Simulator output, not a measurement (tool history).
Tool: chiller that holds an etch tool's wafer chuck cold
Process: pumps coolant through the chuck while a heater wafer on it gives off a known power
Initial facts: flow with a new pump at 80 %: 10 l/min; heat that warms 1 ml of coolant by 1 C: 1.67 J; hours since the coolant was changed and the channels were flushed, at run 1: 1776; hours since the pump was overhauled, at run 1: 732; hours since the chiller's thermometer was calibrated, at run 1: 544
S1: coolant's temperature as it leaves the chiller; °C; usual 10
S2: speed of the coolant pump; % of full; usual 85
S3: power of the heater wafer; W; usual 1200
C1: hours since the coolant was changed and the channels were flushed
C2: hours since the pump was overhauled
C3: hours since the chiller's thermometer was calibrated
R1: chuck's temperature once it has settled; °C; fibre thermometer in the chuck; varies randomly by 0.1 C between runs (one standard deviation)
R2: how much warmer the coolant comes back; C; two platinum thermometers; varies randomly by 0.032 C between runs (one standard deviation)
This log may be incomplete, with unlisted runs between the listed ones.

{"run": 1, "hour": 0.0, "S1": 10, "S2": 85, "S3": 1200, "C1": 1776, "C2": 732, "C3": 544, "R1": 18.3, "R2": 4.04}
{"run": 2, "hour": 49.4, "S1": 10, "S2": 85, "S3": 1200, "C1": 1825, "C2": 781, "C3": 594, "R1": 18.1, "R2": 4.0}
{"run": 3, "hour": 92.7, "S1": 12, "S2": 85, "S3": 1200, "C1": 1868, "C2": 824, "C3": 637, "R1": 20.2, "R2": 4.05}
{"run": 4, "hour": 121.0, "S1": 12, "S2": 85, "S3": 1200, "C1": 1897, "C2": 853, "C3": 665, "R1": 20.1, "R2": 4.07}
{"run": 5, "hour": 158.6, "S1": 12, "S2": 85, "S3": 1200, "C1": 1934, "C2": 890, "C3": 703, "R1": 20.3, "R2": 4.02}
{"run": 6, "hour": 207.6, "S1": 12, "S2": 85, "S3": 1200, "C1": 1983, "C2": 939, "C3": 752, "R1": 20.2, "R2": 4.11}
{"run": 7, "hour": 256.3, "S1": 12, "S2": 85, "S3": 1200, "C1": 2032, "C2": 988, "C3": 800, "R1": 20.4, "R2": 4.02}
{"run": 8, "hour": 287.4, "S1": 10, "S2": 85, "S3": 1200, "C1": 2063, "C2": 1019, "C3": 832, "R1": 18.3, "R2": 4.08}
{"run": 9, "hour": 346.9, "S1": 10, "S2": 85, "S3": 1200, "C1": 2123, "C2": 1079, "C3": 891, "R1": 18.2, "R2": 4.12}
{"run": 10, "hour": 388.5, "S1": 10, "S2": 99, "S3": 1200, "C1": 2164, "C2": 1120, "C3": 933, "R1": 17.2, "R2": 3.45}
{"run": 11, "hour": 422.2, "S1": 10, "S2": 99, "S3": 1200, "C1": 2198, "C2": 1154, "C3": 966, "R1": 17.3, "R2": 3.43}
{"run": 12, "hour": 474.4, "S1": 10, "S2": 99, "S3": 1200, "C1": 2250, "C2": 1206, "C3": 1019, "R1": 17.3, "R2": 3.45}
{"run": 13, "hour": 515.1, "S1": 10, "S2": 85, "S3": 1200, "C1": 2291, "C2": 1247, "C3": 1059, "R1": 18.2, "R2": 4.09}
{"run": 14, "hour": 557.9, "S1": 10, "S2": 85, "S3": 1200, "C1": 2334, "C2": 1290, "C3": 1102, "R1": 18.4, "R2": 4.08}
{"run": 15, "hour": 609.9, "S1": 10, "S2": 85, "S3": 1200, "C1": 2386, "C2": 1342, "C3": 1154, "R1": 18.2, "R2": 4.12}
{"run": 16, "hour": 636.1, "S1": 12, "S2": 70, "S3": 1640, "C1": 2412, "C2": 1368, "C3": 1180, "R1": 25.2, "R2": 6.98}
{"run": 17, "hour": 662.1, "S1": 10, "S2": 71, "S3": 937, "C1": 2438, "C2": 1394, "C3": 1206, "R1": 17.5, "R2": 3.93}
{"run": 18, "hour": 708.0, "S1": 14, "S2": 71, "S3": 795, "C1": 2484, "C2": 1440, "C3": 1252, "R1": 20.4, "R2": 3.3}
{"hour": 711.8, "done": "chiller's thermometer calibrated"}
{"run": 19, "hour": 758.5, "S1": 14, "S2": 72, "S3": 1200, "C1": 2533, "C2": 1489, "C3": 47, "R1": 23.5, "R2": 4.94}
{"run": 20, "hour": 798.1, "S1": 13, "S2": 72, "S3": 1200, "C1": 2573, "C2": 1529, "C3": 86, "R1": 22.4, "R2": 4.98}
{"run": 21, "hour": 848.5, "S1": 0, "S2": 92, "S3": 1200, "C1": 2623, "C2": 1579, "C3": 137, "R1": 7.9, "R2": 3.76}
{"run": 22, "hour": 872.6, "S1": 5, "S2": 84, "S3": 747, "C1": 2647, "C2": 1603, "C3": 161, "R1": 10.3, "R2": 2.63}
{"run": 23, "hour": 910.2, "S1": 5, "S2": 84, "S3": 747, "C1": 2685, "C2": 1641, "C3": 198, "R1": 10.4, "R2": 2.6}
{"run": 24, "hour": 959.4, "S1": 5, "S2": 84, "S3": 747, "C1": 2734, "C2": 1690, "C3": 248, "R1": 10.5, "R2": 2.56}
{"run": 25, "hour": 1011.1, "S1": 5, "S2": 84, "S3": 747, "C1": 2786, "C2": 1742, "C3": 299, "R1": 10.5, "R2": 2.53}
{"hour": 1036.9, "done": "chiller's thermometer calibrated, once more"}
{"run": 26, "hour": 1061.7, "S1": 3, "S2": 67, "S3": 1200, "C1": 2835, "C2": 1791, "C3": 25, "R1": 12.9, "R2": 5.37}
{"run": 27, "hour": 1116.7, "S1": 2, "S2": 92, "S3": 929, "C1": 2890, "C2": 1846, "C3": 80, "R1": 7.9, "R2": 2.91}

For each run, the measured value with the value that run would have given without the tool's hidden condition subtracted. The run-to-run variation is shared by both, the gauge scatter possibly not:
Unlogged tool condition in this case: heat passed by the chuck's channels, % of clean ones'; flow at a given pump speed, % of a new pump's; coolant's true temperature over the reading, C; drift of the gauge itself on chuck_c, C; drift of the gauge itself on warmer_back_c, C.
run=1 R1=+0.4 R2=+0.01
run=2 R1=+0.4 R2=+0.01
run=3 R1=+0.3 R2=+0.02
run=4 R1=+0.4 R2=+0.02
run=5 R1=+0.4 R2=+0.03
run=6 R1=+0.5 R2=+0.02
run=7 R1=+0.5 R2=+0.04
run=8 R1=+0.5 R2=+0.04
run=9 R1=+0.5 R2=+0.04
run=10 R1=+0.4 R2=+0.04
run=11 R1=+0.5 R2=+0.04
run=12 R1=+0.4 R2=+0.04
run=13 R1=+0.5 R2=+0.05
run=14 R1=+0.6 R2=+0.06
run=15 R1=+0.5 R2=+0.05
run=16 R1=+0.7 R2=+0.11
run=17 R1=+0.5 R2=+0.06
run=18 R1=+0.5 R2=+0.05
run=19 R1=+0.7 R2=+0.08
run=20 R1=+0.7 R2=+0.09
run=21 R1=+0.6 R2=+0.07
run=22 R1=+0.5 R2=+0.05
run=23 R1=+0.6 R2=+0.05
run=24 R1=+0.6 R2=+0.05
run=25 R1=+0.6 R2=+0.05
run=26 R1=+0.6 R2=+0.12
run=27 R1=+0.3 R2=+0.06
